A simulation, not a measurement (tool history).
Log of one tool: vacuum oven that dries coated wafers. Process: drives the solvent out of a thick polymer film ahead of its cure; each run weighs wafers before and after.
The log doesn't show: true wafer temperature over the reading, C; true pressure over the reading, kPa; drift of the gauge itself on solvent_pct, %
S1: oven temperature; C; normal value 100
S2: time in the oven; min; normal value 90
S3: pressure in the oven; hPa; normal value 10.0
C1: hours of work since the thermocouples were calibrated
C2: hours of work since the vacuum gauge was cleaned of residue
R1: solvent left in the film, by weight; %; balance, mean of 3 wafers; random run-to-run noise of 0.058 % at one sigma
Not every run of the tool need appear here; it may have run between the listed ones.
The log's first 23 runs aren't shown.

run    hour   S1   S2    S3    C1    C2    R1
 24  1945.1   91   90  37.2   433  1120  8.39
 25  1993.8  109   61  39.7   455  1142  3.75
 26  2048.5   91  116  10.0   480  1167  5.34
 27  2144.7  105  116  10.0   524  1210  1.49
 28  2193.6  105  143   8.3   546  1232  0.99
 29  2269.9  105   52  33.8   580  1267  5.60
 30  2352.6  104   67  10.0   618  1305  3.85
 31  2425.1  113  113   5.4   651  1338  0.62
 32  2484.3   90   90  10.0   678  1364  7.45
 33  2567.0   90   90   7.8   715  1402  7.19
 34  2624.2   90   90   7.8   741  1428  7.37
 35  2728.8   98   90  24.2   789  1475  5.13
 36  2824.1   98  160  11.1   832  1519  2.25
 37  2884.6  100   90  16.6   860  1546  4.23
 38  2996.1  107   49  30.0   910  1597  5.58
 39  3102.0   88   70   6.0   958  1645  9.60
 40  3175.5  105   83  35.8   992  1678  4.00
     3234.3  -- vacuum gauge cleaned of residue and calibrated
 41  3239.6   95   54   6.1  1020     2  8.16
 42  3293.2   95   54   6.1  1044    27  8.09
 43  3400.9  100   60  12.7  1093    76  6.13
 44  3464.4  114   56   8.5  1122   104  1.98
 45  3547.0  101   49   5.2  1160   142  6.61
 46  3609.8  108   46   5.2  1188   171  4.60

Below are 5 alternative next runs, each starting from the tool's condition after run 46. Predict each:
  A  3690.7  101   90  10.0  1225  207   ?
  B  3690.7  108   98   5.2  1225  207   ?
  C  3690.7  100   90  11.9  1225  207   ?
  D  3690.7   93  104  11.6  1225  207   ?
  E  3690.7   89   90  10.0  1225  207   ?

run    R1
  A  3.51
  B  1.28
  C  3.85
  D  5.43
  E  7.77
With no hidden state in the tool, these same runs would have given:
run    R1
  A  2.73
  B  0.88
  C  3.05
  D  4.47
  E  6.76
